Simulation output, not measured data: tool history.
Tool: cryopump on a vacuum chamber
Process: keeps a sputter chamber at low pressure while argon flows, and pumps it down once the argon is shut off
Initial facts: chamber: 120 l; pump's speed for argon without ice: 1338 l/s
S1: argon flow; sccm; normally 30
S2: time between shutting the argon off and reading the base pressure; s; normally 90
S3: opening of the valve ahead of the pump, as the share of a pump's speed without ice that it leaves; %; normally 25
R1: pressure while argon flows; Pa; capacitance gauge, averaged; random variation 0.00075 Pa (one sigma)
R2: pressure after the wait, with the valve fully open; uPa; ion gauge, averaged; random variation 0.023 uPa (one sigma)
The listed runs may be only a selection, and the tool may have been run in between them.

run,hour,S1,S2,S3,R1,R2
1,0.0,30,90,25,0.1524,1.40
2,19.4,30,90,25,0.1520,1.40
3,32.5,30,90,25,0.1522,1.39
4,47.8,30,34,25,0.1531,2.33
5,69.0,30,42,25,0.1530,2.13
6,92.6,14,90,25,0.0719,1.46
7,113.7,14,90,17,0.1049,1.42
8,130.9,14,90,17,0.1049,1.46
9,152.3,14,90,17,0.1049,1.53
10,169.9,14,90,17,0.1046,1.49
11,187.2,30,90,25,0.1536,1.54
12,206.2,30,90,20,0.1901,1.53
13,228.0,30,90,20,0.1905,1.53
14,244.1,30,90,20,0.1915,1.52
15,257.0,30,90,20,0.1916,1.55
16,266.6,30,90,37,0.1051,1.57
17,286.1,30,90,25,0.1531,1.56
18,307.9,30,90,48,0.0817,1.56
19,319.1,15,90,20,0.0953,1.59
20,331.9,13,212,28,0.0600,1.28
21,350.1,22,158,32,0.0892,1.37
22,371.0,22,158,32,0.0884,1.42
23,392.2,31,158,32,0.1251,1.40
24,406.3,31,150,59,0.0710,1.44
25,426.7,17,90,43,0.0519,1.63
26,436.3,17,212,43,0.0514,1.41
27,446.8,15,94,38,0.0516,1.68
28,463.2,15,94,38,0.0516,1.73
29,477.7,34,27,24,0.1804,3.09
30,495.8,30,56,24,0.1608,2.11
31,508.3,30,56,24,0.1603,2.09
32,521.3,30,56,24,0.1611,2.08
33,539.8,16,77,25,0.0820,1.84
34,552.8,19,77,32,0.0776,1.85

Had the tool no unlogged condition, and each run kept its random variation, what would the results have been?
The hidden state here: pump's speed, % of a pump's without ice; cold plate's temperature, K; leak into the chamber, uPa l/s; drift of the gauge itself on working_pa, %; drift of the gauge itself on base_upa, %.
run,R1,R2
1,0.1514,0.79
2,0.1510,0.78
3,0.1511,0.79
4,0.1520,1.71
5,0.1517,1.48
6,0.0713,0.79
7,0.1042,0.76
8,0.1043,0.78
9,0.1042,0.82
10,0.1039,0.79
11,0.1519,0.82
12,0.1883,0.79
13,0.1886,0.78
14,0.1895,0.77
15,0.1896,0.78
16,0.1031,0.80
17,0.1510,0.79
18,0.0795,0.75
19,0.0942,0.77
20,0.0590,0.45
21,0.0874,0.53
22,0.0866,0.57
23,0.1225,0.55
24,0.0682,0.56
25,0.0503,0.77
26,0.0499,0.49
27,0.0502,0.77
28,0.0502,0.80
29,0.1771,2.16
30,0.1578,1.16
31,0.1572,1.14
32,0.1580,1.12
33,0.0803,0.88
34,0.0756,0.88
